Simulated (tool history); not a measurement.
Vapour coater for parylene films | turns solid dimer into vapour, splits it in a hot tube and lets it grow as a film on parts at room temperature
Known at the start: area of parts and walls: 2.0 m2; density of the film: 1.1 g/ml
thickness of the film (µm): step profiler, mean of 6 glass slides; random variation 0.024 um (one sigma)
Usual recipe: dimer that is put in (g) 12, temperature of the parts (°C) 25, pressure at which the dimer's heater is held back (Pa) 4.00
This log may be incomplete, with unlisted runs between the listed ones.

| run | hour | dimer that is put in (g) | temperature of the parts (°C) | pressure at which the dimer's heater is held back (Pa) | thickness of the film (µm) |
|---|---|---|---|---|---|
| 1 | 0.0 | 12 | 25 | 4.00 | 3.34 |
| 2 | 44.4 | 12 | 25 | 4.00 | 3.26 |
| 3 | 72.4 | 12 | 23 | 4.00 | 3.44 |
|  | 93.4 | trap's valve overhauled |
| 4 | 116.8 | 12 | 25 | 4.00 | 3.50 |
| 5 | 143.8 | 12 | 25 | 4.00 | 3.49 |
| 6 | 186.4 | 12 | 20 | 4.00 | 3.97 |
| 7 | 237.8 | 12 | 25 | 4.00 | 3.48 |
| 8 | 262.7 | 10 | 25 | 4.00 | 2.84 |
|  | 292.2 | table's thermometer calibrated |
| 9 | 293.0 | 10 | 25 | 4.00 | 2.89 |
| 10 | 325.2 | 7 | 25 | 4.00 | 2.02 |
| 11 | 357.3 | 6 | 25 | 3.94 | 1.69 |
| 12 | 388.5 | 6 | 25 | 3.94 | 1.74 |
| 13 | 422.3 | 11 | 29 | 4.00 | 2.83 |
| 14 | 467.1 | 17 | 24 | 4.00 | 4.98 |
| 15 | 515.8 | 7 | 23 | 2.36 | 2.16 |
| 16 | 550.3 | 19 | 20 | 3.44 | 6.09 |

Each row is a separate what-if for the run after 16, all from the same tool condition, not one after another. Results?
| A | 593.7 | 19 | 17 | 3.78 | ? |
| B | 593.7 | 12 | 30 | 2.15 | ? |
| C | 593.7 | 19 | 20 | 2.82 | ? |
| D | 593.7 | 12 | 23 | 2.24 | ? |

| run | thickness of the film (µm) |
|---|---|
| A | 6.61 |
| B | 3.08 |
| C | 6.15 |
| D | 3.69 |
Stripped of hidden state, with their random variation kept, the same runs would have yielded:
| run | thickness of the film (µm) |
|---|---|
| A | 7.02 |
| B | 3.27 |
| C | 6.54 |
| D | 3.92 |

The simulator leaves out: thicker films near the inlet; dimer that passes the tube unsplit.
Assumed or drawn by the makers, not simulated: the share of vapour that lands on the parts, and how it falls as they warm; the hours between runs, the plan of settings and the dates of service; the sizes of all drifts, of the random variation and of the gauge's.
